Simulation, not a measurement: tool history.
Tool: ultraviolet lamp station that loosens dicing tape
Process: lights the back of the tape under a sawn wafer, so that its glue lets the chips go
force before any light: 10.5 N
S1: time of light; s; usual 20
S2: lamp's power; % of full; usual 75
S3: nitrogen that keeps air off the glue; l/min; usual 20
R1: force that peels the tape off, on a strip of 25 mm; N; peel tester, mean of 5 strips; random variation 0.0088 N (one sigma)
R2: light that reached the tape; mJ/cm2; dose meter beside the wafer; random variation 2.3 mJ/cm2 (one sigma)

run    hour  S1  S2  S3     R1   R2
  1     0.0  20  75  20  0.641  156
  2    76.8  11  75  20  2.228   81
  3   143.8  11  78  20  2.163   78
  4   206.0  11  78  20  2.316   78
      292.4  -- lamp changed
  5   300.0  20  75  20  0.458  194
      311.5  -- window cleaned of glue's vapour
  6   345.0  20  75  20  0.376  210
  7   413.5  20  75  20  0.424  198
  8   501.8  20  75  23  0.426  190
  9   577.6  20  75  23  0.461  178
 10   640.3  20  75  20  0.533  176
 11   705.3  20  71  20  0.692  155
      725.7  -- window cleaned of glue's vapour
 12   780.4  11  67   6  3.510   85
 13   864.8  30  67  31  0.297  223
 14   906.8  30  71  22  0.314  228
 15   969.0  19  80  20  0.690  156
 16  1056.2  22  91   8  0.835  192
     1145.0  -- window cleaned of glue's vapour
 17  1145.0  26  90   7  0.629  241
 18  1224.1  26  80  12  0.579  201
 19  1266.8  26  80  12  0.645  186
     1291.8  -- lamp changed
 20  1349.7  40  80  12  0.257  422

The next listed run, before its measurement:
 21  1394.4  40  80  12   ?   ?

Run 21 gave R1 0.265 N, R2 411 mJ/cm2.
Without the tool's hidden state the same run would have given R1 0.259 N, R2 468 mJ/cm2.
